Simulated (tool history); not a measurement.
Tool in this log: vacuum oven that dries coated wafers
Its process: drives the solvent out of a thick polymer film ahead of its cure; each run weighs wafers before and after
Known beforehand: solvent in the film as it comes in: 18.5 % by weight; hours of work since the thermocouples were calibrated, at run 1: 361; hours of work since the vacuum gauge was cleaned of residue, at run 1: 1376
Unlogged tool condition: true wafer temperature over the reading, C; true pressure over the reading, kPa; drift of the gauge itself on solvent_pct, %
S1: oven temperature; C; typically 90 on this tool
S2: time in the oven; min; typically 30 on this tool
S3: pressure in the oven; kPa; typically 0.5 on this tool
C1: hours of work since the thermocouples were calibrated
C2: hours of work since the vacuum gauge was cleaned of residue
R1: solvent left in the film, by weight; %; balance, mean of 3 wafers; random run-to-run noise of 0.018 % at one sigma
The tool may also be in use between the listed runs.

run	hour	S1	S2	S3	C1	C2	R1
1	0	90	30	0.5	361	1376	4.02
2	85.6	90	30	0.5	410	1426	4.03
3	154.3	90	30	0.5	451	1466	4.08
# hour 162.3: vacuum gauge cleaned of residue and calibrated
4	250.5	90	30	0.5	506	51	3.89
5	303.1	77	30	0.5	536	82	9.22
6	382.1	77	30	0.5	582	128	9.26
7	433.7	90	30	0.5	613	158	3.91
8	502.4	90	30	0.5	653	198	3.99
9	588.5	90	30	0.5	703	248	3.99
10	674.4	90	30	0.5	753	299	4.02
11	751.3	90	30	0.5	798	343	4.04
# hour 779: oven's thermocouples calibrated
12	807.7	90	30	0.5	17	375	3.57
13	856.6	90	30	0.5	45	404	3.57
14	933.4	95	30	0.5	90	448	1.96
15	1011	95	30	0.5	135	494	1.99
16	1094.3	95	30	0.5	184	542	1.99
17	1179.3	90	30	0.5	233	592	3.68
18	1269.5	90	22	0.5	286	644	5.29
19	1363.1	90	51	0.5	341	699	1.61
20	1411.1	90	30	0.5	369	727	3.74
21	1462.7	76	30	0.5	399	757	9.44
22	1535.9	93	30	0.5	441	800	2.69
23	1631.2	90	30	1.882	497	855	4.48
24	1675	89	21	0.5	522	881	6.1
25	1716.1	76	21	0.5	546	905	11.01
26	1783.1	76	21	0.542	586	944	11.01
27	1829.7	81	43	0.658	613	971	5.82
28	1897.9	96	30	0.503	652	1011	1.92
29	1987.7	76	30	1.279	705	1063	10.09
30	2052	77	44	0.685	742	1101	7.55
31	2090.9	77	44	0.685	765	1123	7.59
32	2133.9	77	16	0.661	790	1149	11.85
# hour 2173.1: oven's thermocouples calibrated
33	2231.6	104	31	1.961	34	1204	1.01
34	2311.6	104	25	1.329	81	1251	1.09
35	2356.6	104	25	1.329	107	1277	1.09
36	2433.7	96	25	1.329	152	1322	2.87
37	2495	96	25	1.329	188	1358	2.91
38	2564.1	99	53	1.937	228	1398	1.06
39	2625.5	95	49	1.362	264	1434	1.28
# hour 2690.5: vacuum gauge cleaned of residue and calibrated
40	2722.3	86	18	1.895	319	19	8.57
41	2765.8	90	23	0.878	345	44	5.27
42	2837.6	80	33	0.878	387	86	7.63
43	2933.4	80	33	0.878	443	142	7.62
44	3012.6	80	40	1.11	489	188	6.79
45	3060.5	75	44	0.275	517	216	7.94
46	3111.4	75	44	0.275	546	245	7.94

5 options for the next run, each taken on its own from the tool as it stands now. Forecast them:
A	3183.6	98	43	0.628	588	288	?
B	3183.6	93	17	1.496	588	288	?
C	3183.6	90	32	0.5	588	288	?
D	3183.6	88	34	0.77	588	288	?
E	3183.6	75	44	0.613	588	288	?

run	R1
A	0.67
B	5.99
C	3.54
D	4.13
E	8.22
What these runs would have given with no unlogged condition in the tool:
run	R1
A	0.6
B	5.84
C	3.39
D	3.97
E	8.03
